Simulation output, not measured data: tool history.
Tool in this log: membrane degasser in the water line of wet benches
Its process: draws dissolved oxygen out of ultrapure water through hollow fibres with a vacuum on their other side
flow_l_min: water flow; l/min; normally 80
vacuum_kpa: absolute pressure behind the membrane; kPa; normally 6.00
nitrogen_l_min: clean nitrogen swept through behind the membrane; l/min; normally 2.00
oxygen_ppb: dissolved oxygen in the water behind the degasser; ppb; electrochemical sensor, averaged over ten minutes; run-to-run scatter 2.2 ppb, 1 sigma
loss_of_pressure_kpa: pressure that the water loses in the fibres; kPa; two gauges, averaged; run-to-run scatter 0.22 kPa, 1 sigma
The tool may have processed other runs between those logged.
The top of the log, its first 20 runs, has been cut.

run    hour  flow_l_min  vacuum_kpa  nitrogen_l_min  oxygen_ppb  loss_of_pressure_kpa
      770.9  -- vacuum gauge calibrated
 21   802.1          76        4.81            2.00       128.7                 52.73
 22   850.7          86       11.51            2.00       669.9                 59.84
 23   895.0          86       11.51            2.00       677.0                 59.87
      898.9  -- vacuum gauge calibrated, once more
 24   947.4          80        5.90            3.56       133.4                 55.60
 25   990.6          80        5.90            3.56       132.3                 55.53
 26  1025.2          80        5.93            2.51       180.0                 55.79
 27  1073.4          66        5.93            1.39       242.8                 46.24
 28  1102.8          66        5.93            1.39       243.9                 46.08
 29  1145.2          91        9.58            3.89       322.3                 63.12
 30  1201.6          70        5.70            1.58       210.6                 48.71

Here are 4 independent what-if runs from the current tool condition. What would each one return?
  A  1232.9          94        6.00            2.08           ?                     ?
  B  1232.9          70       14.19            1.58           ?                     ?
  C  1232.9         100       10.94            2.61           ?                     ?
  D  1232.9          62       11.84            1.12           ?                     ?

run  oxygen_ppb  loss_of_pressure_kpa
  A       249.9                 65.70
  B       876.2                 48.88
  C       579.0                 69.33
  D       817.9                 42.86
The same runs, with their run-to-run variation unchanged, on a tool lacking any hidden condition would have given:
run  oxygen_ppb  loss_of_pressure_kpa
  A       253.3                 65.12
  B       879.5                 48.45
  C       581.4                 68.71
  D       822.2                 42.48
